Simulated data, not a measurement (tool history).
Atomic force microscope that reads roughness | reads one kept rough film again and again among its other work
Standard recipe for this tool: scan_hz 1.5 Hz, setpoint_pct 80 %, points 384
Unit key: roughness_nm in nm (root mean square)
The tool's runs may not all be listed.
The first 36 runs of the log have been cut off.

run	hour	scan_hz	setpoint_pct	points	roughness_nm
# hour 1608: new tip fitted
37	1608	1.5	80	269	3.999
38	1635.6	0.93	82	987	4.02
# hour 1675.3: new tip fitted
39	1692.3	1.95	81	960	3.805
# hour 1742.6: new tip fitted
40	1742.6	2.7	71	960	3.962
41	1787.1	3.4	71	730	3.713
# hour 1813: new tip fitted
42	1837.6	0.68	70	763	4.216
# hour 1879.3: new tip fitted
43	1879.3	0.68	70	763	4.352
44	1921.5	3.4	69	763	3.754
# hour 1945.3: new tip fitted
45	1964.9	3.4	69	763	3.836
46	2001.8	0.73	80	270	4.01
# hour 2012.9: new tip fitted
47	2040.4	2.7	80	676	3.591
# hour 2081.1: new tip fitted
48	2088.6	1.5	63	789	4.231
49	2142	1.24	78	789	3.9

Forecast each of these 3 alternatives for the next run:
# hour 2147.3: new tip fitted
A	2168.3	1.66	79	384	?
# hour 2147.3: new tip fitted
B	2168.3	1.51	78	789	?
# hour 2147.3: new tip fitted
C	2168.3	0.93	78	789	?

run	roughness_nm
A	3.904
B	3.954
C	4.105
Without the tool's unlogged condition, the same runs would have read:
run	roughness_nm
A	4.008
B	4.059
C	4.214

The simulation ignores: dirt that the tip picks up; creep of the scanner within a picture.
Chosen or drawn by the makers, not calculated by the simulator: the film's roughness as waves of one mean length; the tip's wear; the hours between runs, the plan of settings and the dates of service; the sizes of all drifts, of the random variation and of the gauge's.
